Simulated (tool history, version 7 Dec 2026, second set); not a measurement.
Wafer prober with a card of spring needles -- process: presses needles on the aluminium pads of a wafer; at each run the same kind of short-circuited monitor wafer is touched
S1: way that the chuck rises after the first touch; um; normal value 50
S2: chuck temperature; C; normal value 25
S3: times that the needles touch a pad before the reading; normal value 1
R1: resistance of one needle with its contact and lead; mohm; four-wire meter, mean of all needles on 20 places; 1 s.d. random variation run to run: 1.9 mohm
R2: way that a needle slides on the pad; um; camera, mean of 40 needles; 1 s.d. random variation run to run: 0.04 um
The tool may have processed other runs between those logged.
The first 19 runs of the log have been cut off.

| run | day | S1 | S2 | S3 | R1 | R2 |
|---|---|---|---|---|---|---|
|  | 20.046 | tips cleaned on abrasive film |
|  | 20.962 | tips cleaned on abrasive film |
| 20 | 21.504 | 41 | 27 | 2 | 215 | 8.95 |
|  | 21.862 | tips cleaned on abrasive film |
|  | 22.788 | tips cleaned on abrasive film |
| 21 | 23.008 | 50 | 91 | 2 | 224 | 10.97 |
|  | 23.675 | tips cleaned on abrasive film |
| 22 | 23.758 | 50 | 43 | 1 | 218 | 10.95 |
|  | 24.592 | tips cleaned on abrasive film |
| 23 | 25.133 | 50 | 43 | 1 | 214 | 11.05 |
|  | 25.571 | tips cleaned on abrasive film |
| 24 | 26.375 | 34 | 25 | 1 | 220 | 7.44 |
|  | 26.479 | tips cleaned on abrasive film |
|  | 26.750 | height of the first contact set anew |
|  | 27.383 | tips cleaned on abrasive film |
| 25 | 27.533 | 69 | 43 | 1 | 207 | 15.13 |
|  | 28.346 | tips cleaned on abrasive film |
| 26 | 28.971 | 69 | 43 | 1 | 209 | 15.10 |
|  | 29.321 | tips cleaned on abrasive film |
| 27 | 29.946 | 49 | 25 | 2 | 212 | 10.76 |
|  | 30.275 | tips cleaned on abrasive film |
|  | 31.242 | tips cleaned on abrasive film |
| 28 | 31.525 | 49 | 47 | 2 | 217 | 10.71 |
|  | 32.200 | tips cleaned on abrasive film |
| 29 | 32.592 | 49 | 47 | 2 | 219 | 10.79 |
|  | 33.162 | tips cleaned on abrasive film |
|  | 34.054 | tips cleaned on abrasive film |
| 30 | 34.054 | 57 | 47 | 2 | 213 | 12.53 |
|  | 34.996 | tips cleaned on abrasive film |
| 31 | 35.483 | 57 | 47 | 2 | 213 | 12.50 |
|  | 35.879 | height of the first contact set anew |
|  | 35.967 | tips cleaned on abrasive film |
| 32 | 36.729 | 49 | 47 | 2 | 218 | 10.76 |

Predict each of these 3 candidate next runs independently; none follows another, all start after run 32:
|  | 36.942 | tips cleaned on abrasive film |
|  | 37.838 | tips cleaned on abrasive film |
| A | 38.321 | 49 | 29 | 2 | ? | ? |
|  | 36.942 | tips cleaned on abrasive film |
|  | 37.838 | tips cleaned on abrasive film |
| B | 38.321 | 40 | 25 | 1 | ? | ? |
|  | 36.942 | tips cleaned on abrasive film |
|  | 37.838 | tips cleaned on abrasive film |
| C | 38.321 | 47 | 25 | 2 | ? | ? |

| run | R1 | R2 |
|---|---|---|
| A | 211 | 10.77 |
| B | 214 | 8.78 |
| C | 211 | 10.34 |
What these runs would have given with no unlogged condition in the tool:
| run | R1 | R2 |
|---|---|---|
| A | 211 | 10.77 |
| B | 213 | 8.78 |
| C | 211 | 10.34 |
